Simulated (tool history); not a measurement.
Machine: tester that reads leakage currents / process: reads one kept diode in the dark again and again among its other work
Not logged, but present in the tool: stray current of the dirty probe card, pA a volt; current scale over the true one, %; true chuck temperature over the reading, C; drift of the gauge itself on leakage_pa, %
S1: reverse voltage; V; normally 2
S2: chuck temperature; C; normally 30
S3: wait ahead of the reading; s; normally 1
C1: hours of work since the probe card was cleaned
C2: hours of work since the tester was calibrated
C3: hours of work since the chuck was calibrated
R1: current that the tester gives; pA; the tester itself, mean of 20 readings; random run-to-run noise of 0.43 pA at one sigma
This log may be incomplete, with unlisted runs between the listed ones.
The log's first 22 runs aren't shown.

| run | hour | S1 | S2 | S3 | C1 | C2 | C3 | R1 |
|---|---|---|---|---|---|---|---|---|
| 23 | 2326.4 | 13.07 | 58 | 8.36 | 1915 | 1915 | 2117 | 2755.33 |
| 24 | 2430.6 | 13.07 | 58 | 8.36 | 1996 | 1996 | 2197 | 2772.86 |
| 25 | 2556.5 | 11.31 | 34 | 0.54 | 2093 | 2093 | 2295 | 460.32 |
| 26 | 2645.8 | 11.31 | 34 | 0.54 | 2163 | 2163 | 2364 | 463.87 |
|  | 2756.2 | chuck's temperature calibrated |
| 27 | 2797.2 | 1.51 | 30 | 0.66 | 2278 | 2278 | 32 | 133.61 |
| 28 | 2946.2 | 2.58 | 21 | 6.5 | 2394 | 2394 | 147 | 77.37 |
| 29 | 3055.7 | 2.58 | 58 | 0.45 | 2479 | 2479 | 232 | 1359.4 |
| 30 | 3138.7 | 2.58 | 29 | 0.39 | 2543 | 2543 | 296 | 153.7 |
|  | 3250.5 | tester calibrated |
|  | 3275.4 | probe card cleaned and baked |
| 31 | 3297 | 4.33 | 30 | 1 | 17 | 34 | 415 | 193.26 |
| 32 | 3440 | 4.33 | 30 | 1 | 128 | 145 | 526 | 196.25 |
| 33 | 3521.1 | 4.33 | 30 | 1 | 190 | 207 | 589 | 197.49 |
| 34 | 3624.3 | 4.33 | 54 | 2.65 | 270 | 287 | 669 | 1244.75 |

What does the tool deliver on the next run?
| 35 | 3734.1 | 4.33 | 54 | 2.65 | 355 | 372 | 754 | ? |

{"run 35": {"R1": 1257.85}}
Had the tool carried no hidden state, the very same run would have given R1 1190.31 pA.
